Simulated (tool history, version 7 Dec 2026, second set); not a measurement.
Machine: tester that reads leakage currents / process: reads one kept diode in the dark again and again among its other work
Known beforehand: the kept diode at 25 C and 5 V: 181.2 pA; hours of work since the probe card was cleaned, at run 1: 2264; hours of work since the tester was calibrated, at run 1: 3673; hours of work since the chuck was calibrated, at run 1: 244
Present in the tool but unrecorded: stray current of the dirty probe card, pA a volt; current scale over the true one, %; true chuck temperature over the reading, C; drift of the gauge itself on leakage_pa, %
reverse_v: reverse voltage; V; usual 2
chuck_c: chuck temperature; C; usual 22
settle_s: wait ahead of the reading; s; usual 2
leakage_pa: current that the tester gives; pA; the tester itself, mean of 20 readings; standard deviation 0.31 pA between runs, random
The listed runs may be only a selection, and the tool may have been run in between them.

run	hour	reverse_v	chuck_c	settle_s	hours of work since the probe card was cleaned	hours of work since the tester was calibrated	hours of work since the chuck was calibrated	leakage_pa
1	0	2	22	2	2264	3673	244	100.36
2	195.5	2	22	2	2343	3752	323	99.16
3	381.6	2	22	2	2418	3828	399	97.97
4	601.4	2	60	2	2507	3917	488	2304.86
5	721.9	4.79	22	2	2556	3966	537	132.93
6	827	4.79	22	2	2599	4008	579	131.92
7	1015.2	4.79	43	2	2675	4085	656	792.76
8	1174.2	2	22	8.09	2740	4149	720	94.84
9	1344.4	2	22	0.93	2809	4218	789	94.38
# hour 1469.8: probe card cleaned and baked
10	1522.1	2	22	0.93	21	4289	860	88.87
# hour 1587.6: tester calibrated
11	1679.2	2	22	0.93	84	37	923	87.64
12	1833.4	2	48	0.93	147	100	985	849.29
# hour 1974.5: tester calibrated, once more
13	2027.4	2	48	0.93	224	21	1063	875.47
14	2186.4	2.11	22	2	289	86	1127	89.96
15	2398.7	2.11	22	2	375	172	1213	89.78
# hour 2511.7: chuck's temperature calibrated
16	2552.9	2	22	2	437	234	17	101.51
17	2745.2	3.27	22	2	514	312	95	117.98
18	2864.1	2	22	2	563	360	143	100.38
19	2975.7	2	22	2	608	405	188	99.39
20	3195.9	2	22	2	697	494	277	98.37
21	3430.1	1.86	22	2	792	589	372	95.46
22	3641.4	1.86	22	2.06	878	675	458	94.54
23	3818.9	2	22	5.82	950	747	530	95.24
24	3976.5	1.31	25	1.3	1013	811	594	109.74
25	4191	8.25	23	0.71	1100	897	681	169.55
26	4415.3	8.25	23	0.71	1191	988	771	168.76
27	4580.7	15.7	22	5.24	1258	1055	838	192.11
28	4691.3	2	22	1.5	1303	1100	883	92.27
29	4808.2	2	22	1.5	1350	1148	931	91.37
30	4969.1	2	48	0.55	1416	1213	996	874.63
31	5084.8	2	48	0.55	1463	1260	1043	869.29
32	5259.3	10.06	38	2	1533	1330	1113	638.13
33	5416.5	2	26	2.33	1597	1394	1177	128.53
# hour 5617.3: chuck's temperature calibrated
34	5650.5	2	26	2.33	1691	1488	13	150.66
35	5805.9	2	26	2.33	1754	1551	76	150.05
36	5926	2	26	2.33	1803	1600	125	149.13
37	6133.6	2	22	2.33	1887	1684	209	103.5
38	6252.8	1.03	38	2	1935	1732	258	339.99

Consider 3 possible next runs. They are alternatives, not a sequence: every one starts from the tool as it was left by run 38. What does each give?
A	6396.4	1.78	22	2	1993	1790	316	?
B	6396.4	4.24	43	4.2	1993	1790	316	?
C	6396.4	2	22	0.82	1993	1790	316	?

run	leakage_pa
A	97.88
B	812.84
C	101.75
Take away the tool's hidden state, keep each run's random variation, and the runs would have read:
run	leakage_pa
A	98.82
B	837.02
C	102.45
